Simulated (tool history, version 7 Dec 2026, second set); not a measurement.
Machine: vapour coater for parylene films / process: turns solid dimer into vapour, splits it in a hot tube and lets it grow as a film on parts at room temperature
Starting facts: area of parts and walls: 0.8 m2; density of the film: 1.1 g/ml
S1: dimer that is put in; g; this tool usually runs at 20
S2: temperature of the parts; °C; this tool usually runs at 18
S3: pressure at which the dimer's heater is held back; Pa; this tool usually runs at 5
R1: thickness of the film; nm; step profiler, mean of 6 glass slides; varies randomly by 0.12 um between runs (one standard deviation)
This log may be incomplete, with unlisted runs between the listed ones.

run    hour  S1  S2     S3     R1
  1       0  20  18      5  16340
  2    22.2  20  18      5  16270
  3      43  21  18      5  16950
  4    63.1  21  18      5  16880
  5    79.5  21  18      5  16940
  6   100.2  21  18      5  16830
  7   123.6  21  18      5  16720
  8   145.9  21  18      5  17020
  9   159.9  21  18      5  16560
 10   185.2  21  18      5  16770
 11   209.5  20  18      5  15890
 12   226.9  20  18      5  15710
 13   257.1  20  18      5  15720
 14   284.6  20  18      5  15690
 15   310.2  20  18      5  15490
 16   342.3  20  18      5  15560
 17   358.6  20  18      5  15460
 18   374.4  20  23      5  12460
 19   396.7  20  18      5  15330
 20   424.7  35  18      5  27090
 21   453.4  20  18   8.42  14320
      468.2  -- trap's valve overhauled
 22   489.6  20  18   8.42  14120
 23   505.3  20  18   8.42  14060
 24   527.4  29  13   8.85  24950
 25   557.1  10  13   2.06  10350
 26   572.2  20  18   8.04  13830
 27   600.8  10  28   2.24   5430
 28   621.8  10  28   2.24   5410
        648  -- trap's valve overhauled, once more
 29   654.9  20  12   5.77  20350
 30   677.4  31  18   8.71  22650
 31   701.8   8  11   8.71   8050
 32   722.4   8  11   8.71   8060
 33   746.1  10  28   2.64   5600
 34   772.3  34  18   2.64  29940
 35   794.7  34  18   2.64  29680
 36   822.3  34  18   5.66  26480
 37   854.6  17  14  11.55  13960
 38   885.9  14  18      5  11170
 39   912.3  20  15   2.75  19790
 40   935.1  20  14   2.75  20450
 41   964.1  17  12      5  17270
 42   990.4  17  12      5  17310
 43  1010.1  33  14   2.58  33100
 44  1038.9  33  14   2.58  33660
 45  1060.6  33  14   2.58  33790
 46  1088.7  20  14   5.14  18040

The same runs without the tool's hidden state, with the same run-to-run variation:
Hidden conditions of the tool in this case: vapour lost through the trap's worn valve, %; true temperature of the parts over the reading, C; drift of the gauge itself on film_um, %.
run     R1
  1  16510
  2  16490
  3  17220
  4  17190
  5  17280
  6  17210
  7  17150
  8  17500
  9  17060
 10  17330
 11  16470
 12  16310
 13  16390
 14  16410
 15  16240
 16  16390
 17  16310
 18  13180
 19  16260
 20  28840
 21  15290
 22  15240
 23  15210
 24  27060
 25  11170
 26  15100
 27   5940
 28   5940
 29  20630
 30  23020
 31   8210
 32   8240
 33   5730
 34  30780
 35  30590
 36  27370
 37  14500
 38  11640
 39  20700
 40  21450
 41  18180
 42  18280
 43  35020
 44  35750
 45  35980
 46  19270

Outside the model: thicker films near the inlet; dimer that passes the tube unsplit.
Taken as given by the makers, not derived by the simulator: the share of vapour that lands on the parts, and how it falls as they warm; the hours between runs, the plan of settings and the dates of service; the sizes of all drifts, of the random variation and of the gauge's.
